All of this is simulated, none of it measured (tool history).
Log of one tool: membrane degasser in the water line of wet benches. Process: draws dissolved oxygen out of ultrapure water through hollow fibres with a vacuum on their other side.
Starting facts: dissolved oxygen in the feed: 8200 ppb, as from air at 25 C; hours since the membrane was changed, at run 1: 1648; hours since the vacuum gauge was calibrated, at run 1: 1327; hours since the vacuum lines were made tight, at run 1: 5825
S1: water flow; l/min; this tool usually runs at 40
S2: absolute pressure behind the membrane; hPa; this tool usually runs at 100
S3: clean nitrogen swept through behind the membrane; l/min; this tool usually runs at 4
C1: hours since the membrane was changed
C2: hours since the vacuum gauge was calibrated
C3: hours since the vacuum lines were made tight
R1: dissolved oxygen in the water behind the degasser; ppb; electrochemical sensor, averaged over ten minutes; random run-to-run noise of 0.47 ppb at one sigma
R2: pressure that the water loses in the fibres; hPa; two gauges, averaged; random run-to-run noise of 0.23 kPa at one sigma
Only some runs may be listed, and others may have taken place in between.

{"run": 1, "hour": 0.0, "S1": 40, "S2": 100, "S3": 4, "C1": 1648, "C2": 1327, "C3": 5825, "R1": 159.6, "R2": 571.3}
{"run": 2, "hour": 46.6, "S1": 40, "S2": 100, "S3": 4, "C1": 1694, "C2": 1374, "C3": 5872, "R1": 160.4, "R2": 568}
{"run": 3, "hour": 72.7, "S1": 40, "S2": 100, "S3": 4, "C1": 1720, "C2": 1400, "C3": 5898, "R1": 160.4, "R2": 572}
{"run": 4, "hour": 123.4, "S1": 40, "S2": 100, "S3": 4, "C1": 1771, "C2": 1451, "C3": 5948, "R1": 159.4, "R2": 573.2}
{"run": 5, "hour": 154.4, "S1": 40, "S2": 100, "S3": 4, "C1": 1802, "C2": 1482, "C3": 5979, "R1": 159.6, "R2": 573.9}
{"run": 6, "hour": 206.4, "S1": 40, "S2": 100, "S3": 4, "C1": 1854, "C2": 1534, "C3": 6031, "R1": 160.3, "R2": 574.3}
{"run": 7, "hour": 244.3, "S1": 40, "S2": 99, "S3": 4, "C1": 1892, "C2": 1572, "C3": 6069, "R1": 157.8, "R2": 571.5}
{"run": 8, "hour": 283.9, "S1": 40, "S2": 99, "S3": 4, "C1": 1932, "C2": 1611, "C3": 6109, "R1": 157.4, "R2": 573.4}
{"run": 9, "hour": 336.9, "S1": 40, "S2": 84, "S3": 4, "C1": 1985, "C2": 1664, "C3": 6162, "R1": 123.9, "R2": 573.6}
{"run": 10, "hour": 368.1, "S1": 40, "S2": 84, "S3": 4, "C1": 2016, "C2": 1696, "C3": 6193, "R1": 123, "R2": 572.9}
{"run": 11, "hour": 415.9, "S1": 40, "S2": 62, "S3": 9.98, "C1": 2064, "C2": 1743, "C3": 6241, "R1": 31.8, "R2": 574.8}
{"run": 12, "hour": 469.9, "S1": 55, "S2": 172, "S3": 3.82, "C1": 2118, "C2": 1797, "C3": 6295, "R1": 451.2, "R2": 791.5}
{"run": 13, "hour": 502.5, "S1": 53, "S2": 78, "S3": 4, "C1": 2150, "C2": 1830, "C3": 6328, "R1": 147.2, "R2": 764.6}
{"run": 14, "hour": 556.6, "S1": 53, "S2": 196, "S3": 11.45, "C1": 2204, "C2": 1884, "C3": 6382, "R1": 190.2, "R2": 758}
{"run": 15, "hour": 590.6, "S1": 53, "S2": 196, "S3": 11.45, "C1": 2238, "C2": 1918, "C3": 6416, "R1": 189.5, "R2": 756.6}
{"run": 16, "hour": 647.9, "S1": 43, "S2": 92, "S3": 4.28, "C1": 2296, "C2": 1975, "C3": 6473, "R1": 143.7, "R2": 617.6}
{"run": 17, "hour": 696.3, "S1": 43, "S2": 92, "S3": 4.28, "C1": 2344, "C2": 2024, "C3": 6521, "R1": 143.5, "R2": 612.9}
{"run": 18, "hour": 730.1, "S1": 43, "S2": 80, "S3": 5.27, "C1": 2378, "C2": 2058, "C3": 6555, "R1": 95.9, "R2": 617.1}
{"run": 19, "hour": 782.1, "S1": 43, "S2": 195, "S3": 10.81, "C1": 2430, "C2": 2110, "C3": 6607, "R1": 159, "R2": 614.9}

Consider 3 possible next runs. They are alternatives, not a sequence: every one starts from the tool as it was left by run 19. What does each give?
{"run": "A", "hour": 826.3, "S1": 43, "S2": 233, "S3": 3.92, "C1": 2474, "C2": 2154, "C3": 6651, "R1": "?", "R2": "?"}
{"run": "B", "hour": 826.3, "S1": 43, "S2": 212, "S3": 10.81, "C1": 2474, "C2": 2154, "C3": 6651, "R1": "?", "R2": "?"}
{"run": "C", "hour": 826.3, "S1": 26, "S2": 63, "S3": 10.22, "C1": 2474, "C2": 2154, "C3": 6651, "R1": "?", "R2": "?"}

run=A R1=490.8 R2=618.3
run=B R1=175.7 R2=614.5
run=C R1=19.8 R2=370.5
Stripped of hidden state, with their random variation kept, the same runs would have yielded:
run=A R1=490.6 R2=618.1
run=B R1=175.6 R2=614.4
run=C R1=19.7 R2=370.4
